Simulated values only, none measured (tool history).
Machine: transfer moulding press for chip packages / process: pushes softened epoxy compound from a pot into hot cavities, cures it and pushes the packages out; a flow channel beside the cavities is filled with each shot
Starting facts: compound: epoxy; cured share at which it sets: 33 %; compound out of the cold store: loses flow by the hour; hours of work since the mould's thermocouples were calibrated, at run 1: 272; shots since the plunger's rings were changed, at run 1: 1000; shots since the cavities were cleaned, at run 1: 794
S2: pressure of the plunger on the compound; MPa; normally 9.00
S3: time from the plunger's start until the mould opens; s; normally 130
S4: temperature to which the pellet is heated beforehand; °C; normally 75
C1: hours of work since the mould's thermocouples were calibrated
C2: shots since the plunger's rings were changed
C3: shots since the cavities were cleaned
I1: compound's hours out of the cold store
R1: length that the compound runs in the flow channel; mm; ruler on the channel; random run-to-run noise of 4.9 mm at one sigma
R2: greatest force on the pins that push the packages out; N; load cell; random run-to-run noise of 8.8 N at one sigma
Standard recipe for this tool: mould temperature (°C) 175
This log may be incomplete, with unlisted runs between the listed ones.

Run 1, day 0.000: usual settings; C1 272; C2 1000; C3 794; I1 32.9. Result: R1 950 mm, R2 735 N.
At day 0.225: cavities cleaned with cleaning compound and waxed.
Run 2, day 3.038: usual settings; C1 311; C2 1587; C3 555; I1 17.5. Result: R1 993 mm, R2 731 N.
At day 4.621: cavities cleaned with cleaning compound and waxed.
Run 3, day 4.708: usual settings; C1 332; C2 1903; C3 17; I1 22.0. Result: R1 977 mm, R2 432 N.
Run 4, day 6.371: usual settings; C1 354; C2 2231; C3 345; I1 14.3. Result: R1 1002 mm, R2 650 N.
At day 8.971: cavities cleaned with cleaning compound and waxed.
Run 5, day 9.283: usual settings but S4 74 °C; C1 391; C2 2792; C3 61; I1 46.7. Result: R1 872 mm, R2 474 N.
Run 6, day 10.850: usual settings but S4 74 °C; C1 412; C2 3101; C3 370; I1 18.5. Result: R1 968 mm, R2 699 N.
At day 12.475: plunger's sealing rings changed.
At day 13.562: cavities cleaned with cleaning compound and waxed.
Run 7, day 13.562: usual settings but S4 74 °C; C1 445; C2 202; C3 0; I1 18.6. Result: R1 1008 mm, R2 403 N.
At day 15.333: mould's thermocouples calibrated.
Run 8, day 15.804: usual settings but S4 74 °C; C1 6; C2 627; C3 425; I1 29.2. Result: R1 964 mm, R2 671 N.
At day 17.908: cavities cleaned with cleaning compound and waxed.
Run 9, day 18.921: usual settings but S4 74 °C; C1 46; C2 1229; C3 200; I1 8.8. Result: R1 1040 mm, R2 559 N.
Run 10, day 21.588: usual settings but S4 74 °C; C1 81; C2 1754; C3 725; I1 30.4. Result: R1 946 mm, R2 736 N.
At day 22.412: cavities cleaned with cleaning compound and waxed.
Run 11, day 23.962: usual settings but mould temperature (°C) 177, S3 155 s; C1 111; C2 2210; C3 305; I1 9.5. Result: R1 1009 mm, R2 570 N.
Run 12, day 25.625: usual settings but mould temperature (°C) 176, S2 9.32 MPa, S3 129 s; C1 133; C2 2538; C3 633; I1 46.6. Result: R1 890 mm, R2 699 N.
At day 26.808: cavities cleaned with cleaning compound and waxed.
Run 13, day 27.421: usual settings but mould temperature (°C) 174, S2 8.30 MPa, S4 77 °C; C1 156; C2 2880; C3 121; I1 36.2. Result: R1 877 mm, R2 509 N.

Forecast each of these 4 alternatives for the next run:
At day 29.996: plunger's sealing rings changed.
Run A, day 30.654: usual settings but S3 117 s; C1 197; C2 130; C3 737; I1 23.9. Result: R1 ?, R2 ?.
At day 29.996: plunger's sealing rings changed.
Run B, day 30.654: usual settings but S2 9.89 MPa, S3 128 s; C1 197; C2 130; C3 737; I1 31.9. Result: R1 ?, R2 ?.
At day 29.996: plunger's sealing rings changed.
Run C, day 30.654: usual settings but mould temperature (°C) 172, S2 8.30 MPa, S3 157 s, S4 70 °C; C1 197; C2 130; C3 737; I1 41.3. Result: R1 ?, R2 ?.
At day 29.996: plunger's sealing rings changed.
Run D, day 30.654: usual settings but mould temperature (°C) 169, S2 8.60 MPa, S3 158 s, S4 77 °C; C1 197; C2 130; C3 737; I1 26.5. Result: R1 ?, R2 ?.

run    R1   R2
  A   985  826
  B  1007  758
  C   903  688
  D   972  756
What these runs would have given with no unlogged condition in the tool:
run    R1   R2
  A   990  445
  B  1011  407
  C   907  368
  D   977  403
